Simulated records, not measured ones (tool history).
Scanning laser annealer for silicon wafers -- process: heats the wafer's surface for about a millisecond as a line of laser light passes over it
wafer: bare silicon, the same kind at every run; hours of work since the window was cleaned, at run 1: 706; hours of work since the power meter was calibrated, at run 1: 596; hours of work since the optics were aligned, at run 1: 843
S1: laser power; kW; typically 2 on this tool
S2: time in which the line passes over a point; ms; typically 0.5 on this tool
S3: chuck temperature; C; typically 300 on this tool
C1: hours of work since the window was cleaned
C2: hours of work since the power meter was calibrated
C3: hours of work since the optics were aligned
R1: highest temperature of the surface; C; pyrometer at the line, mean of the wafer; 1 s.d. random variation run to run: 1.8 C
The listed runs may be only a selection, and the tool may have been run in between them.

run 1 hour=0 | S1=2 S2=0.5 S3=300 | C1=706 C2=596 C3=843 | R1=961
run 2 hour=17.7 | S1=2 S2=0.5 S3=322 | C1=718 C2=608 C3=855 | R1=985
run 3 hour=30.3 | S1=2 S2=0.5 S3=322 | C1=727 C2=617 C3=864 | R1=982
run 4 hour=45.6 | S1=2 S2=0.5 S3=300 | C1=737 C2=627 C3=874 | R1=963
run 5 hour=60.1 | S1=2 S2=0.5 S3=300 | C1=747 C2=637 C3=884 | R1=959
run 6 hour=72.7 | S1=2 S2=0.5 S3=302 | C1=756 C2=645 C3=893 | R1=959
-- hour=83.2 window over the wafer cleaned
run 7 hour=88.8 | S1=2 S2=0.5 S3=302 | C1=4 C2=655 C3=902 | R1=1012
run 8 hour=108.5 | S1=2 S2=0.5 S3=300 | C1=17 C2=668 C3=915 | R1=1004
run 9 hour=127.5 | S1=2 S2=0.5 S3=278 | C1=30 C2=681 C3=928 | R1=983
run 10 hour=140.6 | S1=2 S2=0.5 S3=300 | C1=39 C2=690 C3=937 | R1=1004
run 11 hour=156.5 | S1=2 S2=0.5 S3=300 | C1=50 C2=701 C3=948 | R1=1004
run 12 hour=172 | S1=2 S2=0.5 S3=300 | C1=60 C2=711 C3=958 | R1=1001
run 13 hour=186 | S1=2 S2=0.5 S3=300 | C1=70 C2=721 C3=968 | R1=1002

What does the tool deliver on the next run?
run 14 hour=201.7 | S1=2 S2=0.5 S3=300 | C1=80 C2=731 C3=978 | R1=?

Run 14 yielded R1 1002 C.
Were there no unlogged condition in the tool, this run, its random variation unchanged, would have produced R1 1015 C.
